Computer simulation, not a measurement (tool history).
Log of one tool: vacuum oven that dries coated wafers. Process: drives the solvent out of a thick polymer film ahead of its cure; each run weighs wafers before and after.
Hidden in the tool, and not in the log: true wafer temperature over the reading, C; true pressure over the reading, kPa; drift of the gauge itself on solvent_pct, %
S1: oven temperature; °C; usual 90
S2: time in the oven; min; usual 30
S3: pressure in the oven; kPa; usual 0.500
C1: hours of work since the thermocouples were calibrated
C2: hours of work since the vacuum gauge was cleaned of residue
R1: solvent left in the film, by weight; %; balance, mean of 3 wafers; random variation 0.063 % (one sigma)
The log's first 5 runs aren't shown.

Run 6, hour 54.7: usual settings but S2 21 min; C1 458; C2 429. Result: R1 6.58 %.
Run 7, hour 68.0: usual settings; C1 467; C2 438. Result: R1 4.37 %.
Run 8, hour 75.1: usual settings; C1 472; C2 443. Result: R1 4.46 %.
Run 9, hour 83.0: usual settings; C1 478; C2 449. Result: R1 4.36 %.
Run 10, hour 93.4: usual settings but S1 78 °C; C1 485; C2 456. Result: R1 10.20 %.
Run 11, hour 101.7: usual settings but S2 53 min; C1 491; C2 462. Result: R1 1.80 %.
Run 12, hour 112.4: usual settings but S2 53 min; C1 499; C2 469. Result: R1 1.78 %.
Run 13, hour 127.2: usual settings but S2 53 min; C1 509; C2 480. Result: R1 1.75 %.
Run 14, hour 134.1: usual settings but S2 53 min; C1 514; C2 485. Result: R1 1.84 %.
Run 15, hour 147.0: usual settings but S1 88 °C, S2 53 min; C1 523; C2 494. Result: R1 2.40 %.
Run 16, hour 154.8: usual settings but S1 88 °C, S2 53 min; C1 529; C2 500. Result: R1 2.41 %.
Run 17, hour 169.8: usual settings but S1 88 °C, S2 36 min; C1 539; C2 510. Result: R1 4.37 %.

Forecast run 18:
Run 18, hour 179.2: usual settings but S1 103 °C, S3 0.506 kPa; C1 546; C2 517. Result: R1 ?.

R1: 0.98 %
Without the tool's hidden state the same run would have given R1 0.75 %.
